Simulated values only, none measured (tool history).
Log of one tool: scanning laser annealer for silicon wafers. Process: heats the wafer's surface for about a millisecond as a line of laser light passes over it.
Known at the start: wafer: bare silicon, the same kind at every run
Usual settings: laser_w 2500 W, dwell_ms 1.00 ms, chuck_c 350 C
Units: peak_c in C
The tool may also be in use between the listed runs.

run,hour,laser_w,dwell_ms,chuck_c,peak_c
1,0.0,2500,1.00,350,1130
2,6.7,2500,1.00,350,1128
3,14.1,2500,1.00,350,1129
4,24.2,2353,1.00,350,1086
5,35.4,2353,1.00,347,1084
6,47.2,2500,1.00,350,1128
# hour 60.3: optics aligned, line set to its width
7,64.6,2500,1.00,350,1121
8,73.5,2500,1.00,350,1121
9,86.4,2554,1.00,350,1135
10,92.3,2500,1.00,381,1150
# hour 106.7: optics aligned, line set to its width, once more
11,107.7,2500,1.00,381,1168
12,113.4,2500,1.00,381,1167
13,124.6,2500,1.00,381,1170
14,131.7,2500,1.00,350,1138
15,140.5,2500,1.00,350,1133
16,152.2,2500,1.00,350,1133
17,158.7,2500,1.00,350,1130
18,166.7,2500,1.00,350,1135
19,176.5,2500,1.00,350,1132
20,181.8,2364,1.00,350,1093
21,189.6,2500,0.94,350,1112
22,198.1,2745,0.81,354,1127
23,210.9,2145,1.00,337,1018
24,223.2,2573,1.02,315,1124
25,229.4,2500,0.76,350,1038
26,238.5,2500,0.76,350,1035
27,243.9,2500,0.76,350,1036
28,255.5,2242,1.00,337,1040
29,265.3,2743,1.00,386,1231
30,271.5,2500,1.00,348,1125
31,281.9,2500,0.76,348,1029
32,288.1,2500,0.76,384,1066
33,300.2,2500,0.76,384,1066
34,308.7,2509,1.00,330,1103
35,321.3,2471,1.00,350,1113
36,330.3,2482,1.00,327,1092
37,340.0,2707,0.75,350,1078
38,352.2,2707,0.75,350,1075
39,360.2,2169,0.75,322,915
40,367.6,2169,0.75,322,913
41,380.5,2169,0.75,322,916

The next listed run, before its measurement:
42,387.2,2576,1.20,318,?

Run 42 gave peak_c 1175 C.
Without the tool's hidden state the same run would have given peak_c 1213 C.
